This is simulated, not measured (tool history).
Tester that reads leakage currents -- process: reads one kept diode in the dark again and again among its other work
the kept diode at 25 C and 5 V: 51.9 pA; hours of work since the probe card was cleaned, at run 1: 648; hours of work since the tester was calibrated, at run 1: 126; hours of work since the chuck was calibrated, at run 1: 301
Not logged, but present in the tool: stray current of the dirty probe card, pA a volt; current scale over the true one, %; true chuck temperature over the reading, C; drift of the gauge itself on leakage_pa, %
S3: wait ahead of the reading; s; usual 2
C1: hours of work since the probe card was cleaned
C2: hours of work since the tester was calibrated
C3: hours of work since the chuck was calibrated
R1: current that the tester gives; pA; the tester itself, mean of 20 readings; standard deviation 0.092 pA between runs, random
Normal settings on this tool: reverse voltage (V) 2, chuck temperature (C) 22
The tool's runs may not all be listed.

run 1 hour=0 | reverse_voltage_(V)=2 chuck_temperature_(C)=22 S3=2 | C1=648 C2=126 C3=301 | R1=25.93
run 2 hour=30.4 | reverse_voltage_(V)=2 chuck_temperature_(C)=22 S3=2 | C1=663 C2=141 C3=316 | R1=25.89
run 3 hour=53.7 | reverse_voltage_(V)=2 chuck_temperature_(C)=44 S3=2 | C1=674 C2=152 C3=327 | R1=117.79
run 4 hour=82.8 | reverse_voltage_(V)=2.44 chuck_temperature_(C)=22 S3=2 | C1=688 C2=166 C3=341 | R1=28.83
run 5 hour=103.1 | reverse_voltage_(V)=2 chuck_temperature_(C)=22 S3=2 | C1=698 C2=176 C3=350 | R1=25.82
run 6 hour=139.7 | reverse_voltage_(V)=2 chuck_temperature_(C)=22 S3=2 | C1=715 C2=193 C3=368 | R1=25.92
run 7 hour=164.1 | reverse_voltage_(V)=3.53 chuck_temperature_(C)=22 S3=2 | C1=727 C2=205 C3=380 | R1=35.22
run 8 hour=197.1 | reverse_voltage_(V)=3.53 chuck_temperature_(C)=22 S3=2 | C1=743 C2=221 C3=395 | R1=35.23
run 9 hour=217 | reverse_voltage_(V)=2 chuck_temperature_(C)=22 S3=2 | C1=752 C2=230 C3=405 | R1=25.72
run 10 hour=247.1 | reverse_voltage_(V)=2 chuck_temperature_(C)=22 S3=2 | C1=767 C2=245 C3=419 | R1=25.84
run 11 hour=266.7 | reverse_voltage_(V)=2 chuck_temperature_(C)=22 S3=2 | C1=776 C2=254 C3=429 | R1=25.67
run 12 hour=293.4 | reverse_voltage_(V)=18.35 chuck_temperature_(C)=44 S3=3.95 | C1=789 C2=267 C3=442 | R1=376.46
run 13 hour=308.8 | reverse_voltage_(V)=18.35 chuck_temperature_(C)=44 S3=3.95 | C1=796 C2=274 C3=449 | R1=378.14
run 14 hour=336.9 | reverse_voltage_(V)=8.62 chuck_temperature_(C)=26 S3=9.93 | C1=810 C2=288 C3=463 | R1=75.33
run 15 hour=363.8 | reverse_voltage_(V)=8.62 chuck_temperature_(C)=26 S3=9.93 | C1=822 C2=300 C3=475 | R1=74.52
run 16 hour=381.1 | reverse_voltage_(V)=8.15 chuck_temperature_(C)=22 S3=2 | C1=831 C2=309 C3=484 | R1=55.47
run 17 hour=412.2 | reverse_voltage_(V)=8.61 chuck_temperature_(C)=22 S3=5.83 | C1=846 C2=324 C3=499 | R1=56.73
run 18 hour=432.6 | reverse_voltage_(V)=12.75 chuck_temperature_(C)=24 S3=0.33 | C1=855 C2=333 C3=508 | R1=89.6
run 19 hour=459.8 | reverse_voltage_(V)=4.55 chuck_temperature_(C)=21 S3=2 | C1=868 C2=347 C3=521 | R1=37.42
run 20 hour=494.6 | reverse_voltage_(V)=4.55 chuck_temperature_(C)=21 S3=2 | C1=885 C2=363 C3=538 | R1=37.48

Run by run, hidden condition taken away, random variation retained:
run=1 R1=25.86
run=2 R1=25.85
run=3 R1=119.24
run=4 R1=28.77
run=5 R1=25.83
run=6 R1=25.96
run=7 R1=35.08
run=8 R1=35.12
run=9 R1=25.83
run=10 R1=25.97
run=11 R1=25.82
run=12 R1=380.94
run=13 R1=382.82
run=14 R1=75
run=15 R1=74.24
run=16 R1=54.73
run=17 R1=55.94
run=18 R1=88.31
run=19 R1=37.31
run=20 R1=37.41

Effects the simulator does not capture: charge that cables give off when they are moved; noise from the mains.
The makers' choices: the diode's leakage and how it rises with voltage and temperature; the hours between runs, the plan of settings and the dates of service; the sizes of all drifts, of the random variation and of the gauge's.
